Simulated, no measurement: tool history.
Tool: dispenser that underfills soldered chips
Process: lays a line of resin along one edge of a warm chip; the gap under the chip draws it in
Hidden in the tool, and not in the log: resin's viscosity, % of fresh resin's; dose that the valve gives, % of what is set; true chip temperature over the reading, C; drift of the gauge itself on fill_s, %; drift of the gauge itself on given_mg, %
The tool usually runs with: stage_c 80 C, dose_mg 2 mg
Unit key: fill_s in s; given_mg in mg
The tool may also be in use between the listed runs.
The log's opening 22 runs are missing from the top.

run   hour  stage_c  dose_mg  hours of work since the syringe was changed  hours of work since the valve was cleaned  hours of work since the stage was calibrated  fill_s  given_mg
     245.2  -- dispensing valve cleaned and set on the balance
     253.8  -- new syringe of resin
 23  256.3       87     2.16                                            2                                          8                                           476    13.9      2.14
 24  263.5       82     2.16                                            7                                         13                                           482    23.1      2.16
     268.7  -- new syringe of resin
 25  274.4       86     2.19                                            4                                         21                                           490    16.6      2.17
       283  -- new syringe of resin
 26  285.7       77     2.01                                            2                                         29                                           498    21.7      1.97
 27  296.1       75     2.53                                           10                                         37                                           505    33.2      2.49
     297.3  -- new syringe of resin
 28  309.6       76     1.75                                            9                                         46                                           515    33.8      1.69
     310.9  -- new syringe of resin
 29    318       94        2                                            5                                         52                                           521    13.2      1.95
     324.5  -- new syringe of resin
 30  329.2       90        2                                            3                                         60                                           529    13.7      1.93
     333.4  -- stage's temperature calibrated
     339.1  -- new syringe of resin
 31  339.1       89     1.81                                            0                                         67                                             4    10.8      1.75
     352.7  -- new syringe of resin
 32  354.5       87     1.92                                            1                                         78                                            15      13      1.84
 33    364       85     2.22                                            8                                         85                                            22      19      2.11
     366.6  -- new syringe of resin
 34  371.9       76     2.37                                            4                                         90                                            28    21.7      2.26

Predict each of these 4 candidate next runs independently; none follows another, all start after run 34:
     381.2  -- new syringe of resin
  A  387.8       80     2.11                                            5                                        102                                            39       ?         ?
     381.2  -- new syringe of resin
  B  387.8       91        2                                            5                                        102                                            39       ?         ?
     381.2  -- new syringe of resin
  C  387.8       87     2.48                                            5                                        102                                            39       ?         ?
     381.2  -- new syringe of resin
  D  387.8       91      2.1                                            5                                        102                                            39       ?         ?

run  fill_s  given_mg
  A    19.7      1.99
  B    13.6      1.88
  C    14.1      2.34
  D    12.4      1.97
What these runs would have given with no unlogged condition in the tool:
run  fill_s  given_mg
  A    15.4      2.11
  B    10.7      1.99
  C      11      2.48
  D     9.7      2.09
